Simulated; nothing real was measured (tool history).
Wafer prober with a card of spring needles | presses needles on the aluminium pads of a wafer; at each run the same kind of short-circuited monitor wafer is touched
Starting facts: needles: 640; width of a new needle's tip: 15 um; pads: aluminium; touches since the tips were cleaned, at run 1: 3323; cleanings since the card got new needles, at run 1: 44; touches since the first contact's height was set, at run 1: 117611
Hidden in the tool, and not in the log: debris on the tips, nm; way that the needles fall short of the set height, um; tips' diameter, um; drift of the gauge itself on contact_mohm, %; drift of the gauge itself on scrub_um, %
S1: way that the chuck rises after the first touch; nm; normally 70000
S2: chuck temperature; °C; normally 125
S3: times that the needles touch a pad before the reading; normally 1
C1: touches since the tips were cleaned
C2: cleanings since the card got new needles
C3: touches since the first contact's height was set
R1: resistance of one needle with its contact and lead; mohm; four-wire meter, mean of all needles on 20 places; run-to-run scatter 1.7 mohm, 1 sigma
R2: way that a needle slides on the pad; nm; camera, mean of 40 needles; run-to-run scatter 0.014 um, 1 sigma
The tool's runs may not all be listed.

{"run": 1, "hour": 0.0, "S1": 70000, "S2": 125, "S3": 1, "C1": 3323, "C2": 44, "C3": 117611, "R1": 220, "R2": 13050}
{"hour": 12.6, "done": "tips cleaned on abrasive film"}
{"run": 2, "hour": 14.1, "S1": 70000, "S2": 125, "S3": 1, "C1": 723, "C2": 45, "C3": 124322, "R1": 182, "R2": 13040}
{"hour": 31.7, "done": "tips cleaned on abrasive film"}
{"run": 3, "hour": 38.4, "S1": 70000, "S2": 125, "S3": 1, "C1": 3215, "C2": 46, "C3": 135975, "R1": 210, "R2": 13010}
{"hour": 51.2, "done": "tips cleaned on abrasive film"}
{"run": 4, "hour": 65.6, "S1": 70000, "S2": 125, "S3": 1, "C1": 6906, "C2": 47, "C3": 148968, "R1": 230, "R2": 13010}
{"hour": 71.2, "done": "tips cleaned on abrasive film"}
{"run": 5, "hour": 78.7, "S1": 70000, "S2": 84, "S3": 1, "C1": 3629, "C2": 48, "C3": 155225, "R1": 212, "R2": 12990}
{"hour": 91.7, "done": "tips cleaned on abrasive film"}
{"hour": 96.5, "done": "height of the first contact set anew"}
{"run": 6, "hour": 102.0, "S1": 70000, "S2": 125, "S3": 1, "C1": 4822, "C2": 49, "C3": 2646, "R1": 223, "R2": 13290}
{"hour": 111.3, "done": "tips cleaned on abrasive film"}
{"run": 7, "hour": 116.0, "S1": 70000, "S2": 125, "S3": 2, "C1": 2262, "C2": 50, "C3": 9295, "R1": 189, "R2": 13260}
{"hour": 131.6, "done": "tips cleaned on abrasive film"}
{"run": 8, "hour": 134.7, "S1": 70000, "S2": 125, "S3": 2, "C1": 1509, "C2": 51, "C3": 18225, "R1": 182, "R2": 13250}
{"run": 9, "hour": 149.5, "S1": 70000, "S2": 125, "S3": 2, "C1": 8615, "C2": 51, "C3": 25331, "R1": 206, "R2": 13220}
{"hour": 152.0, "done": "tips cleaned on abrasive film"}
{"run": 10, "hour": 165.4, "S1": 70000, "S2": 125, "S3": 2, "C1": 6419, "C2": 52, "C3": 32917, "R1": 203, "R2": 13230}
{"hour": 173.0, "done": "tips cleaned on abrasive film"}
{"run": 11, "hour": 186.3, "S1": 70000, "S2": 125, "S3": 2, "C1": 6372, "C2": 53, "C3": 42889, "R1": 205, "R2": 13190}
{"hour": 192.7, "done": "tips cleaned on abrasive film"}
{"hour": 211.8, "done": "tips cleaned on abrasive film"}
{"run": 12, "hour": 211.8, "S1": 70000, "S2": 125, "S3": 1, "C1": 2, "C2": 55, "C3": 55055, "R1": 176, "R2": 13150}
{"run": 13, "hour": 228.5, "S1": 70000, "S2": 125, "S3": 1, "C1": 8023, "C2": 55, "C3": 63076, "R1": 231, "R2": 13160}
{"hour": 231.8, "done": "tips cleaned on abrasive film"}
{"hour": 250.9, "done": "tips cleaned on abrasive film"}
{"run": 14, "hour": 252.7, "S1": 70000, "S2": 125, "S3": 2, "C1": 863, "C2": 57, "C3": 74606, "R1": 178, "R2": 13130}
{"run": 15, "hour": 267.7, "S1": 70000, "S2": 125, "S3": 2, "C1": 8060, "C2": 57, "C3": 81803, "R1": 205, "R2": 13140}
{"hour": 271.6, "done": "tips cleaned on abrasive film"}
{"run": 16, "hour": 286.5, "S1": 70000, "S2": 125, "S3": 2, "C1": 7152, "C2": 58, "C3": 90783, "R1": 208, "R2": 13130}
{"hour": 292.4, "done": "tips cleaned on abrasive film"}
{"run": 17, "hour": 299.9, "S1": 88000, "S2": 118, "S3": 2, "C1": 3598, "C2": 59, "C3": 97173, "R1": 184, "R2": 16510}
{"hour": 311.7, "done": "tips cleaned on abrasive film"}
{"run": 18, "hour": 316.0, "S1": 70000, "S2": 65, "S3": 3, "C1": 2072, "C2": 60, "C3": 104847, "R1": 169, "R2": 13040}
{"hour": 330.9, "done": "tips cleaned on abrasive film"}
{"run": 19, "hour": 332.5, "S1": 70000, "S2": 65, "S3": 2, "C1": 792, "C2": 61, "C3": 112730, "R1": 173, "R2": 13050}
{"run": 20, "hour": 344.2, "S1": 68000, "S2": 33, "S3": 2, "C1": 6389, "C2": 61, "C3": 118327, "R1": 196, "R2": 12660}
{"hour": 350.6, "done": "tips cleaned on abrasive film"}
{"run": 21, "hour": 359.1, "S1": 68000, "S2": 33, "S3": 2, "C1": 4077, "C2": 62, "C3": 125457, "R1": 191, "R2": 12640}
{"hour": 370.6, "done": "tips cleaned on abrasive film"}
{"run": 22, "hour": 377.4, "S1": 68000, "S2": 33, "S3": 2, "C1": 3239, "C2": 63, "C3": 134185, "R1": 186, "R2": 12610}
{"hour": 389.4, "done": "tips cleaned on abrasive film"}
{"run": 23, "hour": 399.6, "S1": 85000, "S2": 98, "S3": 2, "C1": 4892, "C2": 64, "C3": 144817, "R1": 186, "R2": 15830}
{"hour": 409.3, "done": "tips cleaned on abrasive film"}
{"run": 24, "hour": 412.1, "S1": 85000, "S2": 98, "S3": 2, "C1": 1366, "C2": 65, "C3": 150758, "R1": 175, "R2": 15790}
{"run": 25, "hour": 423.8, "S1": 85000, "S2": 98, "S3": 2, "C1": 7004, "C2": 65, "C3": 156396, "R1": 193, "R2": 15800}
{"hour": 428.8, "done": "tips cleaned on abrasive film"}
{"hour": 438.7, "done": "height of the first contact set anew"}
{"run": 26, "hour": 446.0, "S1": 70000, "S2": 63, "S3": 3, "C1": 8104, "C2": 66, "C3": 3493, "R1": 180, "R2": 13280}
{"hour": 448.1, "done": "tips cleaned on abrasive film"}
{"hour": 467.5, "done": "tips cleaned on abrasive film"}
{"run": 27, "hour": 467.5, "S1": 79000, "S2": 86, "S3": 1, "C1": 0, "C2": 68, "C3": 13705, "R1": 164, "R2": 14940}
{"run": 28, "hour": 479.0, "S1": 65000, "S2": 86, "S3": 1, "C1": 5531, "C2": 68, "C3": 19236, "R1": 239, "R2": 12300}
{"hour": 487.3, "done": "tips cleaned on abrasive film"}
{"run": 29, "hour": 494.4, "S1": 89000, "S2": 111, "S3": 1, "C1": 3390, "C2": 69, "C3": 26580, "R1": 195, "R2": 16840}
{"hour": 506.6, "done": "tips cleaned on abrasive film"}
{"run": 30, "hour": 512.4, "S1": 78000, "S2": 68, "S3": 1, "C1": 2786, "C2": 70, "C3": 35183, "R1": 194, "R2": 14740}
{"hour": 527.3, "done": "tips cleaned on abrasive film"}
{"run": 31, "hour": 536.4, "S1": 73000, "S2": 103, "S3": 3, "C1": 4366, "C2": 71, "C3": 46653, "R1": 183, "R2": 13770}
{"hour": 547.4, "done": "tips cleaned on abrasive film"}
{"run": 32, "hour": 550.2, "S1": 70000, "S2": 42, "S3": 3, "C1": 1332, "C2": 72, "C3": 53232, "R1": 163, "R2": 13190}

Hidden condition of the tool, last listed run before each entry between runs versus first listed run after:
From run 1 to run 2: tips cleaned on abrasive film (hour 12.6)
  debris on the tips, nm: 57.5 -> 17.1; way that the needles fall short of the set height, um: 1.17 -> 1.25; tips' diameter, um: 16.58 -> 16.6
  the result without the hidden state subtracted from the measured one, R1: +51 -> +17 mohm; R2: -230 -> -240 nm
From run 2 to run 3: tips cleaned on abrasive film (hour 31.7)
  debris on the tips, nm: 17.1 -> 48.9; way that the needles fall short of the set height, um: 1.25 -> 1.35; tips' diameter, um: 16.6 -> 16.64
  the result without the hidden state subtracted from the measured one, R1: +17 -> +43 mohm; R2: -240 -> -250 nm
From run 3 to run 4: tips cleaned on abrasive film (hour 51.2)
  debris on the tips, nm: 48.9 -> 70.6; way that the needles fall short of the set height, um: 1.35 -> 1.43; tips' diameter, um: 16.64 -> 16.67
  the result without the hidden state subtracted from the measured one, R1: +43 -> +62 mohm; R2: -250 -> -270 nm
From run 4 to run 5: tips cleaned on abrasive film (hour 71.2)
  debris on the tips, nm: 70.6 -> 52.3; way that the needles fall short of the set height, um: 1.43 -> 1.55; tips' diameter, um: 16.67 -> 16.71
  the result without the hidden state subtracted from the measured one, R1: +62 -> +50 mohm; R2: -270 -> -290 nm
From run 5 to run 6: tips cleaned on abrasive film (hour 91.7); height of the first contact set anew (hour 96.5)
  debris on the tips, nm: 52.3 -> 58.6; way that the needles fall short of the set height, um: 1.55 -> 0; tips' diameter, um: 16.71 -> 16.74
  the result without the hidden state subtracted from the measured one, R1: +50 -> +51 mohm; R2: -290 -> +0 nm
From run 6 to run 7: tips cleaned on abrasive film (hour 111.3)
  debris on the tips, nm: 58.6 -> 41.9; way that the needles fall short of the set height, um: 0 -> 0.09; tips' diameter, um: 16.74 -> 16.77
  the result without the hidden state subtracted from the measured one, R1: +51 -> +23 mohm; R2: +0 -> -20 nm
From run 7 to run 8: tips cleaned on abrasive film (hour 131.6)
  debris on the tips, nm: 41.9 -> 29.1; way that the needles fall short of the set height, um: 0.09 -> 0.18; tips' diameter, um: 16.77 -> 16.8
  the result without the hidden state subtracted from the measured one, R1: +23 -> +16 mohm; R2: -20 -> -40 nm
From run 9 to run 10: tips cleaned on abrasive film (hour 152.0)
  debris on the tips, nm: 77.7 -> 69.4; way that the needles fall short of the set height, um: 0.18 -> 0.26; tips' diameter, um: 16.8 -> 16.83
  the result without the hidden state subtracted from the measured one, R1: +40 -> +37 mohm; R2: -30 -> -50 nm
From run 10 to run 11: tips cleaned on abrasive film (hour 173.0)
  debris on the tips, nm: 69.4 -> 67.4; way that the needles fall short of the set height, um: 0.26 -> 0.39; tips' diameter, um: 16.83 -> 16.87
  the result without the hidden state subtracted from the measured one, R1: +37 -> +37 mohm; R2: -50 -> -80 nm
From run 11 to run 12: tips cleaned on abrasive film (hour 192.7); tips cleaned on abrasive film (hour 211.8)
  debris on the tips, nm: 67.4 -> 7.4; way that the needles fall short of the set height, um: 0.39 -> 0.61; tips' diameter, um: 16.87 -> 16.95
  the result without the hidden state subtracted from the measured one, R1: +37 -> +9 mohm; R2: -80 -> -110 nm
From run 13 to run 14: tips cleaned on abrasive film (hour 231.8); tips cleaned on abrasive film (hour 250.9)
  debris on the tips, nm: 76 -> 20; way that the needles fall short of the set height, um: 0.61 -> 0.78; tips' diameter, um: 16.95 -> 17.01
  the result without the hidden state subtracted from the measured one, R1: +66 -> +13 mohm; R2: -110 -> -150 nm
From run 15 to run 16: tips cleaned on abrasive film (hour 271.6)
  debris on the tips, nm: 74.2 -> 74.5; way that the needles fall short of the set height, um: 0.78 -> 0.91; tips' diameter, um: 17.01 -> 17.05
  the result without the hidden state subtracted from the measured one, R1: +40 -> +41 mohm; R2: -150 -> -170 nm
From run 16 to run 17: tips cleaned on abrasive film (hour 292.4)
  debris on the tips, nm: 74.5 -> 53.3; way that the needles fall short of the set height, um: 0.91 -> 1.03; tips' diameter, um: 17.05 -> 17.1
  the result without the hidden state subtracted from the measured one, R1: +41 -> +21 mohm; R2: -170 -> -200 nm
From run 17 to run 18: tips cleaned on abrasive film (hour 311.7)
  debris on the tips, nm: 53.3 -> 38; way that the needles fall short of the set height, um: 1.03 -> 1.17; tips' diameter, um: 17.1 -> 17.14
  the result without the hidden state subtracted from the measured one, R1: +21 -> +15 mohm; R2: -200 -> -220 nm
From run 18 to run 19: tips cleaned on abrasive film (hour 330.9)
  debris on the tips, nm: 38 -> 19.3; way that the needles fall short of the set height, um: 1.17 -> 1.29; tips' diameter, um: 17.14 -> 17.19
  the result without the hidden state subtracted from the measured one, R1: +15 -> +14 mohm; R2: -220 -> -250 nm
From run 20 to run 21: tips cleaned on abrasive film (hour 350.6)
  debris on the tips, nm: 69.6 -> 56.9; way that the needles fall short of the set height, um: 1.29 -> 1.37; tips' diameter, um: 17.19 -> 17.22
  the result without the hidden state subtracted from the measured one, R1: +47 -> +40 mohm; R2: -250 -> -260 nm
From run 21 to run 22: tips cleaned on abrasive film (hour 370.6)
  debris on the tips, nm: 56.9 -> 54.1; way that the needles fall short of the set height, um: 1.37 -> 1.5; tips' diameter, um: 17.22 -> 17.26
  the result without the hidden state subtracted from the measured one, R1: +40 -> +37 mohm; R2: -260 -> -290 nm
From run 22 to run 23: tips cleaned on abrasive film (hour 389.4)
  debris on the tips, nm: 54.1 -> 63.4; way that the needles fall short of the set height, um: 1.5 -> 1.62; tips' diameter, um: 17.26 -> 17.3
  the result without the hidden state subtracted from the measured one, R1: +37 -> +27 mohm; R2: -290 -> -300 nm
From run 23 to run 24: tips cleaned on abrasive film (hour 409.3)
  debris on the tips, nm: 63.4 -> 31.9; way that the needles fall short of the set height, um: 1.62 -> 1.72; tips' diameter, um: 17.3 -> 17.34
  the result without the hidden state subtracted from the measured one, R1: +27 -> +15 mohm; R2: -300 -> -320 nm
From run 25 to run 26: tips cleaned on abrasive film (hour 428.8); height of the first contact set anew (hour 438.7)
  debris on the tips, nm: 72.9 -> 74.5; way that the needles fall short of the set height, um: 1.72 -> 0; tips' diameter, um: 17.34 -> 17.37
  the result without the hidden state subtracted from the measured one, R1: +32 -> +27 mohm; R2: -330 -> +0 nm
From run 26 to run 27: tips cleaned on abrasive film (hour 448.1); tips cleaned on abrasive film (hour 467.5)
  debris on the tips, nm: 74.5 -> 4.3; way that the needles fall short of the set height, um: 0 -> 0.17; tips' diameter, um: 17.37 -> 17.43
  the result without the hidden state subtracted from the measured one, R1: +27 -> +5 mohm; R2: +0 -> -30 nm
From run 28 to run 29: tips cleaned on abrasive film (hour 487.3)
  debris on the tips, nm: 66.8 -> 50.6; way that the needles fall short of the set height, um: 0.17 -> 0.24; tips' diameter, um: 17.43 -> 17.45
  the result without the hidden state subtracted from the measured one, R1: +75 -> +32 mohm; R2: -40 -> -50 nm
From run 29 to run 30: tips cleaned on abrasive film (hour 506.6)
  debris on the tips, nm: 50.6 -> 46.4; way that the needles fall short of the set height, um: 0.24 -> 0.33; tips' diameter, um: 17.45 -> 17.48
  the result without the hidden state subtracted from the measured one, R1: +32 -> +39 mohm; R2: -50 -> -60 nm
From run 30 to run 31: tips cleaned on abrasive film (hour 527.3)
  debris on the tips, nm: 46.4 -> 61.1; way that the needles fall short of the set height, um: 0.33 -> 0.41; tips' diameter, um: 17.48 -> 17.51
  the result without the hidden state subtracted from the measured one, R1: +39 -> +21 mohm; R2: -60 -> -70 nm
From run 31 to run 32: tips cleaned on abrasive film (hour 547.4)
  debris on the tips, nm: 61.1 -> 26.9; way that the needles fall short of the set height, um: 0.41 -> 0.52; tips' diameter, um: 17.51 -> 17.55
  the result without the hidden state subtracted from the measured one, R1: +21 -> +13 mohm; R2: -70 -> -100 nm

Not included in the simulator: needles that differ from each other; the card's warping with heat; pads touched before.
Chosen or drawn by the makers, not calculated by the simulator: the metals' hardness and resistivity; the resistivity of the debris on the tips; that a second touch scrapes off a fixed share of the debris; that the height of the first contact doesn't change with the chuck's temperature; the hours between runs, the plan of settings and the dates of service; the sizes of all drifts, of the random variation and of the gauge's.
